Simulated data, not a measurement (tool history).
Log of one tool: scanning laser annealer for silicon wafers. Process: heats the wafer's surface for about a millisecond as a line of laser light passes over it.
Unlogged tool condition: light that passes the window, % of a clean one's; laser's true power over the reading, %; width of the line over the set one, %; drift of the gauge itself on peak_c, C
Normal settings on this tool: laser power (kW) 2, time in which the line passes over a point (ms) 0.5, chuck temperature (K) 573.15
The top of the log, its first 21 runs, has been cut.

run	hour	laser power (kW)	time in which the line passes over a point (ms)	chuck temperature (K)	hours of work since the window was cleaned	hours of work since the power meter was calibrated	hours of work since the optics were aligned	highest temperature of the surface (K)
22	142.6	2.107	0.361	560.15	535	119	443	1214.15
23	150.6	1.833	0.583	585.15	539	124	447	1321.15
24	155.1	1.833	0.583	579.15	542	126	449	1315.15
25	163.3	1.833	0.583	579.15	546	131	454	1314.15
26	167.3	2.086	0.516	556.15	548	133	456	1342.15
27	171.5	1.97	0.371	573.15	551	135	458	1193.15
28	176.2	1.969	0.477	573.15	553	138	461	1284.15
29	181.4	2.154	0.44	573.15	556	140	464	1321.15
30	188.9	2.055	0.493	584.15	560	144	468	1336.15
31	195.3	2.181	0.493	585.15	563	148	471	1387.15
32	202.8	2.025	0.481	591.15	567	152	475	1324.15
33	209.1	2.129	0.373	570.15	571	155	479	1243.15
34	214.6	2	0.433	540.15	574	158	481	1223.15
35	219.8	2.106	0.5	573.15	577	161	484	1354.15
36	228.4	2.106	0.5	573.15	581	166	489	1353.15
# hour 235.1: window over the wafer cleaned
37	237.6	2.008	0.5	551.15	1	170	493	1314.15
38	244.2	1.898	0.555	604.15	5	173	496	1366.15
39	249.5	1.898	0.555	604.15	8	176	499	1366.15
40	254	1.973	0.5	551.15	10	178	502	1299.15

Predict each of these 5 candidate next runs independently; none follows another, all start after run 40:
A	262.4	1.973	0.406	568.15	15	183	506	?
B	262.4	2	0.575	573.15	15	183	506	?
C	262.4	2	0.5	576.15	15	183	506	?
D	262.4	2.153	0.592	551.15	15	183	506	?
E	262.4	1.702	0.354	544.15	15	183	506	?

run	highest temperature of the surface (K)
A	1238.15
B	1394.15
C	1336.15
D	1450.15
E	1076.15
What these runs would have given with no unlogged condition in the tool:
run	highest temperature of the surface (K)
A	1247.15
B	1406.15
C	1346.15
D	1463.15
E	1084.15
